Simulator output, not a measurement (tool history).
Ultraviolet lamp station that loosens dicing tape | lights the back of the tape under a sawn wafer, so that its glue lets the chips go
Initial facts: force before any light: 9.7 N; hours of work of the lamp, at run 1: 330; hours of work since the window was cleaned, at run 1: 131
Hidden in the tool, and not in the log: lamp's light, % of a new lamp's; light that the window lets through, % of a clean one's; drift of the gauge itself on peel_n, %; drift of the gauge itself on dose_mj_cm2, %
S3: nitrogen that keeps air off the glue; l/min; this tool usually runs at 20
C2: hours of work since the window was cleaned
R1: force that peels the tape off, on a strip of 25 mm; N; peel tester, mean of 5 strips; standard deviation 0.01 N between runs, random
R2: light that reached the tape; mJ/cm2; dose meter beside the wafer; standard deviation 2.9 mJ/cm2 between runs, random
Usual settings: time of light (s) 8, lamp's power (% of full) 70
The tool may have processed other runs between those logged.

Run 1, day 0.000: usual settings; hours of work of the lamp 330; C2 131. Result: R1 0.431 N, R2 415 mJ/cm2.
Run 2, day 1.092: usual settings; hours of work of the lamp 349; C2 149. Result: R1 0.434 N, R2 420 mJ/cm2.
Run 3, day 2.092: usual settings; hours of work of the lamp 365; C2 166. Result: R1 0.437 N, R2 418 mJ/cm2.
Run 4, day 3.654: usual settings; hours of work of the lamp 392; C2 193. Result: R1 0.425 N, R2 420 mJ/cm2.
Run 5, day 5.175: usual settings but lamp's power (% of full) 65; hours of work of the lamp 417; C2 218. Result: R1 0.509 N, R2 391 mJ/cm2.
Run 6, day 6.758: usual settings; hours of work of the lamp 444; C2 245. Result: R1 0.440 N, R2 421 mJ/cm2.
Run 7, day 8.504: usual settings; hours of work of the lamp 474; C2 274. Result: R1 0.439 N, R2 416 mJ/cm2.
Run 8, day 9.483: usual settings; hours of work of the lamp 490; C2 291. Result: R1 0.440 N, R2 418 mJ/cm2.
Run 9, day 10.892: usual settings; hours of work of the lamp 514; C2 315. Result: R1 0.446 N, R2 423 mJ/cm2.
Run 10, day 12.058: usual settings; hours of work of the lamp 533; C2 334. Result: R1 0.440 N, R2 418 mJ/cm2.
Run 11, day 13.554: usual settings but lamp's power (% of full) 88; hours of work of the lamp 559; C2 359. Result: R1 0.276 N, R2 524 mJ/cm2.
Run 12, day 15.292: usual settings but lamp's power (% of full) 88; hours of work of the lamp 588; C2 389. Result: R1 0.280 N, R2 527 mJ/cm2.
Run 13, day 17.046: usual settings but S3 13 l/min; hours of work of the lamp 618; C2 418. Result: R1 0.651 N, R2 420 mJ/cm2.
Run 14, day 18.771: usual settings; hours of work of the lamp 647; C2 447. Result: R1 0.436 N, R2 422 mJ/cm2.
Run 15, day 20.346: usual settings but lamp's power (% of full) 88; hours of work of the lamp 673; C2 474. Result: R1 0.275 N, R2 525 mJ/cm2.
At day 20.879: window cleaned of glue's vapour.
Run 16, day 21.871: usual settings but time of light (s) 16; hours of work of the lamp 699; C2 17. Result: R1 0.173 N, R2 841 mJ/cm2.
Run 17, day 23.483: usual settings but time of light (s) 5; hours of work of the lamp 726; C2 44. Result: R1 1.258 N, R2 269 mJ/cm2.
Run 18, day 24.600: usual settings but time of light (s) 5; hours of work of the lamp 745; C2 63. Result: R1 1.214 N, R2 264 mJ/cm2.
Run 19, day 26.458: usual settings but time of light (s) 5; hours of work of the lamp 776; C2 94. Result: R1 1.206 N, R2 264 mJ/cm2.
Run 20, day 28.288: usual settings but time of light (s) 5; hours of work of the lamp 807; C2 125. Result: R1 1.185 N, R2 261 mJ/cm2.
Run 21, day 29.338: usual settings but time of light (s) 15; hours of work of the lamp 824; C2 143. Result: R1 0.170 N, R2 789 mJ/cm2.
Run 22, day 30.700: usual settings; hours of work of the lamp 847; C2 166. Result: R1 0.439 N, R2 418 mJ/cm2.
Run 23, day 32.504: usual settings but time of light (s) 13, lamp's power (% of full) 74; hours of work of the lamp 878; C2 196. Result: R1 0.200 N, R2 726 mJ/cm2.

Run 24, settings as shown, results not yet in. Your forecast:
Run 24, day 33.738: usual settings but time of light (s) 14, lamp's power (% of full) 96, S3 17 l/min; hours of work of the lamp 899; C2 217. Result: R1 ?, R2 ?.

Run 24 gave R1 0.179 N, R2 1014 mJ/cm2.
If the tool had no hidden condition, the same run with the same run-to-run variation would have returned R1 0.179 N, R2 1015 mJ/cm2.
